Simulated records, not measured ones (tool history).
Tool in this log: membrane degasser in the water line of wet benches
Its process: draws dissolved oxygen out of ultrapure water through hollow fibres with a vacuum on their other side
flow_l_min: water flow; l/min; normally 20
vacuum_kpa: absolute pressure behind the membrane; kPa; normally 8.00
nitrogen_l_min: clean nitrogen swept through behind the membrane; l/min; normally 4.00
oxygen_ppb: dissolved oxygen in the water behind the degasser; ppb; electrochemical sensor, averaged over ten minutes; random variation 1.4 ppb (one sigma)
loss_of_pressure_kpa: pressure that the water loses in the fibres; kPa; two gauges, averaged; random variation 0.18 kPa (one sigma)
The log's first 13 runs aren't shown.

run	hour	flow_l_min	vacuum_kpa	nitrogen_l_min	hours since the membrane was changed	hours since the vacuum gauge was calibrated	hours since the vacuum lines were made tight	oxygen_ppb	loss_of_pressure_kpa
14	990.1	18	8.00	4.00	5037	357	904	126.3	31.57
15	1075.1	18	6.12	4.00	5122	442	989	106.2	31.51
16	1181.7	18	6.12	4.00	5229	548	1095	104.0	31.53
17	1263.0	24	17.31	2.51	5310	630	1177	439.3	42.06
# hour 1327.8: vacuum gauge calibrated, once more
18	1341.4	30	17.52	2.44	5388	14	1255	602.4	52.91
19	1431.9	30	17.52	2.44	5478	104	1345	599.0	53.14
20	1483.7	26	17.52	2.44	5530	156	1397	501.6	45.72
21	1578.2	16	9.22	8.90	5625	250	1491	83.1	28.43
22	1645.9	16	6.49	8.90	5692	318	1559	68.4	28.32
23	1698.5	20	8.00	1.72	5745	371	1612	220.7	35.42
24	1811.3	30	15.18	5.73	5858	484	1725	373.4	53.27
25	1909.5	30	15.18	1.76	5956	582	1823	645.6	53.51
26	2008.4	15	11.08	1.64	6055	681	1922	210.1	26.58
27	2079.8	15	11.08	1.64	6126	752	1993	218.2	26.10
28	2134.3	15	11.08	1.64	6181	807	2048	215.0	26.36
29	2229.3	21	17.97	2.50	6276	902	2143	391.8	37.13
30	2276.0	20	10.59	4.00	6323	948	2189	187.7	35.52
31	2354.8	18	5.17	6.36	6401	1027	2268	87.4	31.97

Here are 4 independent what-if runs from the current tool condition. What would each one return?
A	2444.3	23	9.37	6.36	6491	1116	2358	?	?
B	2444.3	15	12.66	11.69	6491	1116	2358	?	?
C	2444.3	16	11.85	2.12	6491	1116	2358	?	?
D	2444.3	18	12.47	7.63	6491	1116	2358	?	?

run	oxygen_ppb	loss_of_pressure_kpa
A	188.1	40.83
B	77.0	26.63
C	206.8	28.54
D	129.8	31.71
What these runs would have given with no unlogged condition in the tool:
run	oxygen_ppb	loss_of_pressure_kpa
A	164.1	39.04
B	66.5	25.47
C	193.1	27.29
D	114.4	30.30

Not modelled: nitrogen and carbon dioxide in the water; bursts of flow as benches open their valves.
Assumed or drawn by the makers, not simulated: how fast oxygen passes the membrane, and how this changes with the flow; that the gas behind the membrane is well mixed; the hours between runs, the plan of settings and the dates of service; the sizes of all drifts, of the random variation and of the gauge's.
